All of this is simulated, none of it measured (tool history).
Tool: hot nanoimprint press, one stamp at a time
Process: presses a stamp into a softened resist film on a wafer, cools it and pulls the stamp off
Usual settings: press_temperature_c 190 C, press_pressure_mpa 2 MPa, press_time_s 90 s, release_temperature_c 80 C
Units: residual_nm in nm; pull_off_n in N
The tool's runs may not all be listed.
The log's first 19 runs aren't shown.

run,hour,press_temperature_c,press_pressure_mpa,press_time_s,release_temperature_c,hours of work since the thermocouple was calibrated,imprints on the stamp's release coat,hours of work since the press's seals were changed,residual_nm,pull_off_n
20,185.4,190,2.35,90,88,285,220,103,164.8,106
21,193,190,1.9,90,88,288,233,106,184,107
22,198.9,183,1.9,66,88,291,243,109,235.1,105
23,205.3,183,1.9,66,88,294,254,112,235.6,105
# hour 215.1: plate thermocouple calibrated
24,217.5,183,1.9,77,88,1,269,116,225.1,106
25,226.8,183,3.19,77,88,5,285,120,172.1,110
26,233.1,196,1.87,141,66,8,295,123,141,140
27,246.3,180,2.78,141,69,14,317,129,163,134
28,251.7,180,2.78,89,69,17,327,132,190.5,133
29,263.5,188,2.17,90,80,22,346,137,179.1,121
30,273.9,188,2.17,50,80,27,364,142,215.1,114
31,281.2,188,2.17,50,80,30,376,145,214.7,115

3 ways to go on from here, each from the tool as it stands after run 31. What would each give?
# hour 292.8: gauge calibrated
A,292.9,188,2.17,54,80,36,396,151,?,?
# hour 292.8: gauge calibrated
B,292.9,190,1.66,80,87,36,396,151,?,?
# hour 292.8: gauge calibrated
C,292.9,196,2.17,121,84,36,396,151,?,?

run,residual_nm,pull_off_n
A,215.4,118
B,210,111
C,138.7,110
Without the tool's hidden state the same runs would have given:
run,residual_nm,pull_off_n
A,215.3,118
B,209.9,111
C,138.6,110
